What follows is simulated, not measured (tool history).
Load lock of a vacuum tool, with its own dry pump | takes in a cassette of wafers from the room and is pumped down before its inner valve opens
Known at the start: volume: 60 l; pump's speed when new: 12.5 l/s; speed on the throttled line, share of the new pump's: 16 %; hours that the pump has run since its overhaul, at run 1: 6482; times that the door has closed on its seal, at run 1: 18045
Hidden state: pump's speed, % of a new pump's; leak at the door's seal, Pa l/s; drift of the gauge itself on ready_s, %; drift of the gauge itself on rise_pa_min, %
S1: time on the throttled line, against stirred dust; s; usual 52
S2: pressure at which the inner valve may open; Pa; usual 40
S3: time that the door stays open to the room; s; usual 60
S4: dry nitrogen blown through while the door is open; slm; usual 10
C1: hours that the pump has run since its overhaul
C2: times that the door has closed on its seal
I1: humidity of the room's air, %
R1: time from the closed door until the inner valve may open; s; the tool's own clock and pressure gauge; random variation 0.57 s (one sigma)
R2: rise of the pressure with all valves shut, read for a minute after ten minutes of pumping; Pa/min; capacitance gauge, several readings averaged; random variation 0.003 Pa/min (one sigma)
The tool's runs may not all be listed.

run,day,S1,S2,S3,S4,C1,C2,I1,R1,R2
1,0,52,40,60,10,6482,18045,46.3,81.7,0.05
2,22.096,52,40,60,43,7013,20474,46.3,81.6,0.025
# day 30.854: door's seal changed, seat wiped
3,35.35,52,40,60,10,7329,494,44.8,82.6,0.048
4,58.275,52,40,60,10,7879,3014,44,81.2,0.043
5,83.4,52,40,60,10,8482,5776,41.3,82.2,0.045
6,100.779,52,40,60,10,8900,7687,43.4,81.3,0.04
7,118.783,52,40,60,10,9332,9666,44.8,81.5,0.049
8,133.771,52,40,60,13,9691,11313,42.4,80.5,0.037
9,153.062,52,40,39,10,10154,13434,39.5,81.7,0.036
10,177.379,52,40,39,10,10738,16107,41.4,81.5,0.036
11,189.575,52,40,39,10,11031,17448,46.7,81.8,0.044
12,210.458,52,40,60,10,11532,19743,42.6,81.2,0.043
13,224.188,52,40,60,10,11861,21252,49,81.8,0.048
# day 226.388: door's seal changed, seat wiped
14,247.5,52,40,60,10,12419,2321,44.4,81.8,0.042
15,268.138,52,40,60,10,12915,4590,42.8,81.6,0.043
16,291.5,52,40,60,10,13475,7158,42.3,80.5,0.047
17,310.229,52,40,57,10,13925,9217,47.7,80.7,0.045
18,332.95,52,46,60,10,14470,11714,44.7,80.2,0.044
19,356.208,52,63,60,10,15028,14271,45.3,79.7,0.043
20,366.329,52,63,60,10,15271,15384,50.1,79.2,0.057
21,381.325,56,40,101,10,15631,17032,42.7,85.5,0.058
22,391.892,56,40,101,10,15885,18194,45.9,84.7,0.059
23,414.488,56,45,110,15,16427,20678,47.7,85.1,0.057
# day 421.629: door's seal changed, seat wiped
24,427.283,29,33,26,10,16733,621,44.9,62.6,0.027
25,446.1,76,56,34,5,17184,2690,47.7,99.1,0.049
26,467.754,52,37,75,27,17704,5070,44.5,81.9,0.029
27,485.867,52,35,60,5,18139,7061,43.9,82.4,0.045
28,497.879,100,35,60,5,18427,8382,45.6,123.3,0.054
29,514.142,53,50,188,5,18817,10170,45.2,81.9,0.088
30,526.771,53,58,188,19,19120,11558,42.5,80.4,0.059
# day 534.625: dry pump taken out, an overhauled one fitted
31,537.429,53,58,188,19,67,12702,47.7,81.2,0.062
32,560.779,53,58,188,19,628,15269,46,81.4,0.07
33,575.029,53,58,188,19,970,16835,47.9,80,0.062
34,587.188,53,42,64,19,1262,18172,48.1,81.8,0.038
35,610.025,47,78,153,8,1810,20682,44.9,73.9,0.069
# day 618.438: door's seal changed, seat wiped
36,625.962,30,42,211,6,2191,827,45.3,62.1,0.085
37,650.354,77,40,83,10,2776,3508,45.1,101.7,0.051

Forecast each of these 4 alternatives for the next run:
A,671.162,77,40,48,17,3275,5796,45.1,?,?
B,671.162,77,31,68,10,3275,5796,41.8,?,?
C,671.162,40,32,83,10,3275,5796,46.3,?,?
D,671.162,43,40,83,10,3275,5796,46.4,?,?

run,R1,R2
A,100.7,0.037
B,103.7,0.043
C,72.9,0.053
D,74.2,0.053
Without the tool's hidden state the same runs would have given:
run,R1,R2
A,100.7,0.037
B,103.7,0.043
C,72.9,0.053
D,74.1,0.053
